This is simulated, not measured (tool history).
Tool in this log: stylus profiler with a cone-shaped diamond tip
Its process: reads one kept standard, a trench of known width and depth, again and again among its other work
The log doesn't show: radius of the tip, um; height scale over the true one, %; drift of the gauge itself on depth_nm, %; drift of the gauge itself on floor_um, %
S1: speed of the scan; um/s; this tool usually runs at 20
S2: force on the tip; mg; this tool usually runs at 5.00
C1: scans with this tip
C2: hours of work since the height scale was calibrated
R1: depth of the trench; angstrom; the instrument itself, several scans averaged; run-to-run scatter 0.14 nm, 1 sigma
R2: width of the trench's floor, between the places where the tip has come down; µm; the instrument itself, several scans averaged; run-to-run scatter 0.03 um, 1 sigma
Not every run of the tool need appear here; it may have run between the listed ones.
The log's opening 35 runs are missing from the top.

| run | day | S1 | S2 | C1 | C2 | R1 | R2 |
|---|---|---|---|---|---|---|---|
| 36 | 41.446 | 36 | 11.28 | 7708 | 1665 | 5257.9 | 14.42 |
| 37 | 42.579 | 42 | 2.28 | 7795 | 1684 | 5107.4 | 14.20 |
| 38 | 43.608 | 62 | 2.03 | 7874 | 1701 | 5104.7 | 14.04 |
| 39 | 44.700 | 21 | 4.36 | 7958 | 1719 | 5149.9 | 14.35 |
| 40 | 45.921 | 63 | 5.36 | 8051 | 1739 | 5166.4 | 14.20 |
| 41 | 47.200 | 63 | 5.36 | 8149 | 1760 | 5168.9 | 14.17 |
| 42 | 48.108 | 19 | 2.51 | 8219 | 1775 | 5111.9 | 14.29 |
| 43 | 49.671 | 19 | 4.71 | 8339 | 1801 | 5155.7 | 14.30 |
| 44 | 51.008 | 11 | 3.16 | 8441 | 1823 | 5129.3 | 14.33 |
| 45 | 52.542 | 26 | 8.77 | 8559 | 1849 | 5224.9 | 14.31 |
| 46 | 53.579 | 26 | 8.77 | 8639 | 1866 | 5222.5 | 14.26 |
| 47 | 54.675 | 26 | 8.77 | 8723 | 1884 | 5222.6 | 14.27 |
| 48 | 55.321 | 40 | 8.77 | 8772 | 1895 | 5223.7 | 14.22 |

Below are 3 alternative next runs, each starting from the tool's condition after run 48. Predict each:
| A | 56.879 | 19 | 1.96 | 8892 | 1921 | ? | ? |
| B | 56.879 | 55 | 2.22 | 8892 | 1921 | ? | ? |
| C | 56.879 | 34 | 2.78 | 8892 | 1921 | ? | ? |

| run | R1 | R2 |
|---|---|---|
| A | 5103.4 | 14.18 |
| B | 5108.6 | 14.00 |
| C | 5119.0 | 14.14 |
What these runs would have given with no unlogged condition in the tool:
| run | R1 | R2 |
|---|---|---|
| A | 5069.4 | 15.48 |
| B | 5074.7 | 15.30 |
| C | 5085.0 | 15.44 |

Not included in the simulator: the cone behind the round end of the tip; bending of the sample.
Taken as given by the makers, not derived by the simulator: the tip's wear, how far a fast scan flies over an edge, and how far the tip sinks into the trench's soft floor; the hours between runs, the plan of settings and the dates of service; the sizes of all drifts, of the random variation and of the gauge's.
